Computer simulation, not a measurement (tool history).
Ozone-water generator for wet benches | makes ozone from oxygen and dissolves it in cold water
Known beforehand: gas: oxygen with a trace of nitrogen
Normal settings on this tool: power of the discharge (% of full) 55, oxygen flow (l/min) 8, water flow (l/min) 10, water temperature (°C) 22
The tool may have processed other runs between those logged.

run,day,power of the discharge (% of full),oxygen flow (l/min),water flow (l/min),water temperature (°C),dissolved ozone (ppm),ozone in the gas ahead of the water (g/m3)
1,0,55,8,10,22,31,176.1
2,1.392,52,8,10,22,30.5,172
3,2.3,52,8,10,22,30.5,173.5
4,3.925,52,8,10,22,30.3,171.4
5,5.283,52,8,10,22,30.4,174.2
6,6.862,55,8,10,22,31.2,178.5
7,7.708,55,8,10,22,30.9,178.8
8,8.8,55,8,11,22,29.5,178
9,9.583,55,8,11,22,29.4,181.1
10,10.546,99,8,10,22,42.4,243.2
11,11.846,99,8,10,22,42,244.7
12,12.971,99,8,10,22,41.5,244.6
13,14.204,55,8,10,22,31.7,181.3
14,14.979,55,8,10,22,31,181.8
15,16.85,55,8,15,22,24.7,181.8
16,18.396,50,8,15,22,23.4,170.3
17,19.475,50,8,15,22,23.4,172.5
18,20.412,50,8,15,22,23.6,173.4
19,22.146,55,4.43,7,22,46.3,266.2
# day 23.104: gauge calibrated
20,23.192,55,4.43,7,22,45.3,257.9
21,24.908,69,4.43,11,22,39.7,289.3
22,26.838,69,4.43,11,22,39.4,291.1
23,28.608,55,4.66,8,16,47.4,252.5
24,29.5,55,4.66,8,16,47.5,252.6
25,31.038,41,4.06,8,22,37.7,237.7
26,32.55,41,4.06,8,22,38.3,239
27,33.746,41,4.06,8,22,37.2,237.5
28,35.642,55,4.95,12,22,32.3,246.3
29,36.671,82,4.8,10,22,45.7,306.3
30,37.929,82,4.8,10,22,45.2,309.3
31,38.888,82,4.8,10,22,45,306
32,39.971,82,4.8,10,22,45.2,310.8

Here are 3 independent what-if runs from the current tool condition. What would each one return?
A,41.058,70,4.8,9,22,?,?
B,41.058,82,8.75,6,30,?,?
C,41.058,82,4.8,7,22,?,?

run,dissolved ozone (ppm),ozone in the gas ahead of the water (g/m3)
A,44.6,281.6
B,36.4,211.7
C,54.4,305.6
The same runs, with their run-to-run variation unchanged, on a tool lacking any hidden condition would have given:
run,dissolved ozone (ppm),ozone in the gas ahead of the water (g/m3)
A,44.7,275.5
B,36.5,207.1
C,54.5,299
